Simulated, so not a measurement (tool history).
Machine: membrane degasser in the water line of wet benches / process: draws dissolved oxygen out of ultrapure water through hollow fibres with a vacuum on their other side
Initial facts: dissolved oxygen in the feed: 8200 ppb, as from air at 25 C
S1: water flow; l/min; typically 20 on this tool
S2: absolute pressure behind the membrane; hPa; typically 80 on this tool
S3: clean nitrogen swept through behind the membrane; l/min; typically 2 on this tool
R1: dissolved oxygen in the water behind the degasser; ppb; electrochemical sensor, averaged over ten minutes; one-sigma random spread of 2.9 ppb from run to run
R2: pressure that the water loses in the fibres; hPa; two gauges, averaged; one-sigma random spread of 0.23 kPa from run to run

run 1 hour=0 | S1=20 S2=80 S3=2 | R1=297.8 R2=576.6
run 2 hour=47.8 | S1=20 S2=80 S3=2.3 | R1=285.4 R2=577.9
run 3 hour=80.9 | S1=20 S2=96.8 S3=2 | R1=338.1 R2=580.5
run 4 hour=111.1 | S1=25 S2=80 S3=2 | R1=376.7 R2=725.7
run 5 hour=159.7 | S1=25 S2=80 S3=2 | R1=374.7 R2=727.7
run 6 hour=183.3 | S1=25 S2=80 S3=2 | R1=371.1 R2=726.5
run 7 hour=232.4 | S1=25 S2=80 S3=2 | R1=376.5 R2=727.7
run 8 hour=257.2 | S1=20 S2=186 S3=2 | R1=529.5 R2=582.2
run 9 hour=300.2 | S1=20 S2=186 S3=2 | R1=528.7 R2=581
run 10 hour=342.6 | S1=20 S2=186 S3=2 | R1=525.9 R2=579.1
run 11 hour=367.9 | S1=26 S2=55.8 S3=1.7 | R1=334.1 R2=758.2
run 12 hour=410.2 | S1=26 S2=55.8 S3=1.7 | R1=334.5 R2=758.2
run 13 hour=440 | S1=13 S2=87.4 S3=5.61 | R1=140.8 R2=373.5
run 14 hour=484.3 | S1=16 S2=67.6 S3=2 | R1=213.3 R2=465
run 15 hour=532.9 | S1=20 S2=126.3 S3=2.71 | R1=351.7 R2=584.1
run 16 hour=558 | S1=15 S2=117.6 S3=0.87 | R1=450.3 R2=434
run 17 hour=583.9 | S1=23 S2=54.7 S3=4.36 | R1=251.2 R2=671
run 18 hour=612.2 | S1=18 S2=104 S3=1.24 | R1=401.5 R2=528.4

4 options for the next run, each taken on its own from the tool as it stands now. Forecast them:
run A hour=642.5 | S1=18 S2=120.3 S3=3.87 | R1=? R2=?
run B hour=642.5 | S1=13 S2=56.6 S3=2.01 | R1=? R2=?
run C hour=642.5 | S1=19 S2=153.4 S3=2 | R1=? R2=?
run D hour=642.5 | S1=24 S2=147.3 S3=3.05 | R1=? R2=?

run=A R1=262.6 R2=524.1
run=B R1=152.4 R2=380.3
run=C R1=437.8 R2=551.7
run=D R1=427.9 R2=699.6
Had the tool no hidden state, the same runs would have come out as:
run=A R1=254.8 R2=518.7
run=B R1=146.1 R2=376.4
run=C R1=428.4 R2=546
run=D R1=418 R2=692.4
